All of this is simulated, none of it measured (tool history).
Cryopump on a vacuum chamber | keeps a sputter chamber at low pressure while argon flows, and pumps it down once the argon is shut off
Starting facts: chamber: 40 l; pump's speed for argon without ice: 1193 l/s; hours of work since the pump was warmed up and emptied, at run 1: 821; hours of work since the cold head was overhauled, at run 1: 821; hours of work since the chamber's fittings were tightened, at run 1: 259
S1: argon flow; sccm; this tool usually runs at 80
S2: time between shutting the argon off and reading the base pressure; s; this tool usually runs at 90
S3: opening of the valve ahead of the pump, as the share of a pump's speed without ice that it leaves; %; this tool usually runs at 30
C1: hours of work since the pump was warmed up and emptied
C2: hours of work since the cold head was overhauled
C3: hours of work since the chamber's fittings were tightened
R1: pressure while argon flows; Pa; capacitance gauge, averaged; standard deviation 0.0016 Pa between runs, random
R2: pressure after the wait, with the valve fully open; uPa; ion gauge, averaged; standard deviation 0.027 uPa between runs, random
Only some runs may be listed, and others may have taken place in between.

{"run": 1, "hour": 0.0, "S1": 80, "S2": 90, "S3": 30, "C1": 821, "C2": 821, "C3": 259, "R1": 0.4045, "R2": 1.58}
{"run": 2, "hour": 114.8, "S1": 80, "S2": 90, "S3": 30, "C1": 883, "C2": 883, "C3": 321, "R1": 0.4037, "R2": 1.64}
{"run": 3, "hour": 166.8, "S1": 80, "S2": 90, "S3": 30, "C1": 911, "C2": 911, "C3": 348, "R1": 0.4074, "R2": 1.59}
{"run": 4, "hour": 266.8, "S1": 80, "S2": 90, "S3": 30, "C1": 964, "C2": 964, "C3": 402, "R1": 0.4066, "R2": 1.66}
{"hour": 300.0, "done": "pump warmed up, emptied and cooled again"}
{"run": 5, "hour": 390.4, "S1": 80, "S2": 90, "S3": 30, "C1": 48, "C2": 1028, "C3": 466, "R1": 0.3817, "R2": 1.61}
{"run": 6, "hour": 472.9, "S1": 80, "S2": 90, "S3": 43, "C1": 93, "C2": 1072, "C3": 510, "R1": 0.2681, "R2": 1.66}
{"run": 7, "hour": 582.5, "S1": 80, "S2": 90, "S3": 43, "C1": 151, "C2": 1131, "C3": 569, "R1": 0.2671, "R2": 1.71}
{"run": 8, "hour": 652.1, "S1": 80, "S2": 90, "S3": 57, "C1": 189, "C2": 1168, "C3": 606, "R1": 0.2065, "R2": 1.84}
{"run": 9, "hour": 737.6, "S1": 42, "S2": 90, "S3": 57, "C1": 235, "C2": 1214, "C3": 652, "R1": 0.109, "R2": 1.84}
{"run": 10, "hour": 795.3, "S1": 42, "S2": 90, "S3": 57, "C1": 266, "C2": 1245, "C3": 683, "R1": 0.1093, "R2": 1.83}
{"run": 11, "hour": 904.7, "S1": 42, "S2": 90, "S3": 57, "C1": 324, "C2": 1304, "C3": 741, "R1": 0.1102, "R2": 1.85}
{"run": 12, "hour": 992.0, "S1": 42, "S2": 90, "S3": 57, "C1": 371, "C2": 1351, "C3": 788, "R1": 0.1111, "R2": 1.93}
{"run": 13, "hour": 1108.0, "S1": 42, "S2": 90, "S3": 57, "C1": 433, "C2": 1413, "C3": 850, "R1": 0.1127, "R2": 2.03}
{"run": 14, "hour": 1176.3, "S1": 80, "S2": 90, "S3": 30, "C1": 470, "C2": 1449, "C3": 887, "R1": 0.3918, "R2": 2.04}
{"run": 15, "hour": 1251.3, "S1": 80, "S2": 90, "S3": 30, "C1": 510, "C2": 1490, "C3": 927, "R1": 0.3952, "R2": 2.08}
{"run": 16, "hour": 1342.7, "S1": 80, "S2": 90, "S3": 30, "C1": 559, "C2": 1539, "C3": 976, "R1": 0.3977, "R2": 2.19}
{"run": 17, "hour": 1442.6, "S1": 80, "S2": 90, "S3": 30, "C1": 613, "C2": 1592, "C3": 1030, "R1": 0.3965, "R2": 2.18}
{"run": 18, "hour": 1555.9, "S1": 80, "S2": 90, "S3": 30, "C1": 673, "C2": 1653, "C3": 1090, "R1": 0.3971, "R2": 2.27}
{"run": 19, "hour": 1644.7, "S1": 80, "S2": 75, "S3": 24, "C1": 721, "C2": 1700, "C3": 1138, "R1": 0.4987, "R2": 2.57}
{"run": 20, "hour": 1695.4, "S1": 80, "S2": 75, "S3": 55, "C1": 748, "C2": 1728, "C3": 1165, "R1": 0.2308, "R2": 2.59}
{"run": 21, "hour": 1802.3, "S1": 55, "S2": 52, "S3": 55, "C1": 805, "C2": 1785, "C3": 1223, "R1": 0.1609, "R2": 3.1}
{"run": 22, "hour": 1921.2, "S1": 43, "S2": 52, "S3": 17, "C1": 869, "C2": 1849, "C3": 1286, "R1": 0.3744, "R2": 3.32}
{"run": 23, "hour": 2010.7, "S1": 41, "S2": 52, "S3": 24, "C1": 917, "C2": 1897, "C3": 1334, "R1": 0.2584, "R2": 3.34}
{"hour": 2134.3, "done": "pump warmed up, emptied and cooled again"}
{"run": 24, "hour": 2134.4, "S1": 49, "S2": 90, "S3": 30, "C1": 0, "C2": 1960, "C3": 1398, "R1": 0.2326, "R2": 2.39}
{"run": 25, "hour": 2218.8, "S1": 33, "S2": 29, "S3": 20, "C1": 45, "C2": 2006, "C3": 1443, "R1": 0.2362, "R2": 4.41}
{"run": 26, "hour": 2313.9, "S1": 80, "S2": 90, "S3": 17, "C1": 96, "C2": 2057, "C3": 1494, "R1": 0.6688, "R2": 2.47}
{"run": 27, "hour": 2404.3, "S1": 34, "S2": 192, "S3": 39, "C1": 145, "C2": 2105, "C3": 1543, "R1": 0.126, "R2": 2.03}

A few steps of R1 between consecutive runs. Split each: what settings, incoming material and random variation would produce without the hidden state, and what is left over for the hidden state, along with gauge scatter present in only one of the two compared results (measured, and without hidden state):
Hidden state at play: pump's speed, % of a pump's without ice; cold plate's temperature, K; leak into the chamber, uPa l/s; drift of the gauge itself on working_pa, %; drift of the gauge itself on base_upa, %.
Run 4 -> 5: pump warmed up, emptied and cooled again. R1 -0.0249 Pa: hidden state -0.0284, all else +0.0035.
Run 23 -> 24: S1 41 -> 49, S2 52 -> 90, S3 24 -> 30, pump warmed up, emptied and cooled again. R1 -0.0258 Pa: hidden state -0.0155, all else -0.0103.
Run 25 -> 26: S1 33 -> 80, S2 29 -> 90, S3 20 -> 17. R1 +0.4326 Pa: hidden state +0.0033, all else +0.4293.
Run 26 -> 27: S1 80 -> 34, S2 90 -> 192, S3 17 -> 39. R1 -0.5428 Pa: hidden state -0.0021, all else -0.5407.
